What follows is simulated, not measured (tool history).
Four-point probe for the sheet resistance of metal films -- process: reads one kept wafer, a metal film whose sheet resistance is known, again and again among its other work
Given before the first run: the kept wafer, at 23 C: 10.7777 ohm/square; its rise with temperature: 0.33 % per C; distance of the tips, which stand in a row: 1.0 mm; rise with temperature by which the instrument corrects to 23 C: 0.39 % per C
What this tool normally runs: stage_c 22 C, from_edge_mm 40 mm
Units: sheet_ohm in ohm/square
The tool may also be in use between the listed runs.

run 1 hour=0.0 | stage_c=22 from_edge_mm=40 | sheet_ohm=10.790004
run 2 hour=49.8 | stage_c=18 from_edge_mm=40 | sheet_ohm=10.816668
run 3 hour=120.2 | stage_c=22 from_edge_mm=40 | sheet_ohm=10.790523
run 4 hour=173.9 | stage_c=28 from_edge_mm=40 | sheet_ohm=10.752338
run 5 hour=235.6 | stage_c=22 from_edge_mm=23 | sheet_ohm=10.798229
run 6 hour=319.6 | stage_c=22 from_edge_mm=23 | sheet_ohm=10.804604
run 7 hour=393.9 | stage_c=30 from_edge_mm=40 | sheet_ohm=10.741338
run 8 hour=473.1 | stage_c=30 from_edge_mm=40 | sheet_ohm=10.749010
run 9 hour=556.9 | stage_c=30 from_edge_mm=40 | sheet_ohm=10.744891
run 10 hour=657.2 | stage_c=30 from_edge_mm=40 | sheet_ohm=10.755968
run 11 hour=705.3 | stage_c=30 from_edge_mm=40 | sheet_ohm=10.752086
run 12 hour=798.6 | stage_c=30 from_edge_mm=40 | sheet_ohm=10.750292
run 13 hour=877.6 | stage_c=30 from_edge_mm=40 | sheet_ohm=10.759604
run 14 hour=960.1 | stage_c=30 from_edge_mm=40 | sheet_ohm=10.757973
run 15 hour=1011.2 | stage_c=32 from_edge_mm=40 | sheet_ohm=10.745256
run 16 hour=1112.3 | stage_c=22 from_edge_mm=40 | sheet_ohm=10.813160
run 17 hour=1180.9 | stage_c=22 from_edge_mm=40 | sheet_ohm=10.813349
run 18 hour=1259.6 | stage_c=31 from_edge_mm=40 | sheet_ohm=10.759181
run 19 hour=1308.8 | stage_c=22 from_edge_mm=26 | sheet_ohm=10.828033
run 20 hour=1367.3 | stage_c=22 from_edge_mm=26 | sheet_ohm=10.823533
run 21 hour=1420.3 | stage_c=22 from_edge_mm=32 | sheet_ohm=10.823618
run 22 hour=1469.6 | stage_c=30 from_edge_mm=6 | sheet_ohm=10.922905
run 23 hour=1556.4 | stage_c=22 from_edge_mm=20 | sheet_ohm=10.838509
run 24 hour=1630.5 | stage_c=21 from_edge_mm=7 | sheet_ohm=10.948273
run 25 hour=1677.1 | stage_c=24 from_edge_mm=21 | sheet_ohm=10.828762
run 26 hour=1747.8 | stage_c=23 from_edge_mm=6 | sheet_ohm=10.983268
run 27 hour=1817.9 | stage_c=28 from_edge_mm=59 | sheet_ohm=10.789684
run 28 hour=1875.5 | stage_c=25 from_edge_mm=40 | sheet_ohm=10.814219
run 29 hour=1942.5 | stage_c=25 from_edge_mm=4 | sheet_ohm=11.164158
run 30 hour=2001.6 | stage_c=22 from_edge_mm=61 | sheet_ohm=10.836630
run 31 hour=2097.7 | stage_c=25 from_edge_mm=5 | sheet_ohm=11.045456
run 32 hour=2173.1 | stage_c=25 from_edge_mm=5 | sheet_ohm=11.045926
run 33 hour=2228.0 | stage_c=25 from_edge_mm=5 | sheet_ohm=11.047456
run 34 hour=2327.0 | stage_c=25 from_edge_mm=5 | sheet_ohm=11.051683
run 35 hour=2403.6 | stage_c=26 from_edge_mm=27 | sheet_ohm=10.824526
run 36 hour=2486.9 | stage_c=26 from_edge_mm=27 | sheet_ohm=10.824120
run 37 hour=2538.4 | stage_c=25 from_edge_mm=72 | sheet_ohm=10.831112
run 38 hour=2596.1 | stage_c=25 from_edge_mm=72 | sheet_ohm=10.827568
run 39 hour=2680.0 | stage_c=25 from_edge_mm=7 | sheet_ohm=10.949590

What if the next run were any one of these 5? Each begins from the tool's condition after run 39:
run A hour=2723.7 | stage_c=32 from_edge_mm=40 | sheet_ohm=?
run B hour=2723.7 | stage_c=25 from_edge_mm=55 | sheet_ohm=?
run C hour=2723.7 | stage_c=34 from_edge_mm=7 | sheet_ohm=?
run D hour=2723.7 | stage_c=22 from_edge_mm=14 | sheet_ohm=?
run E hour=2723.7 | stage_c=27 from_edge_mm=3 | sheet_ohm=?

run=A sheet_ohm=10.787784
run=B sheet_ohm=10.834448
run=C sheet_ohm=10.895081
run=D sheet_ohm=10.881232
run=E sheet_ohm=11.424397
Had the tool no hidden state, the same runs would have come out as:
run=A sheet_ohm=10.721220
run=B sheet_ohm=10.767274
run=C sheet_ohm=10.827989
run=D sheet_ohm=10.813636
run=E sheet_ohm=11.353921
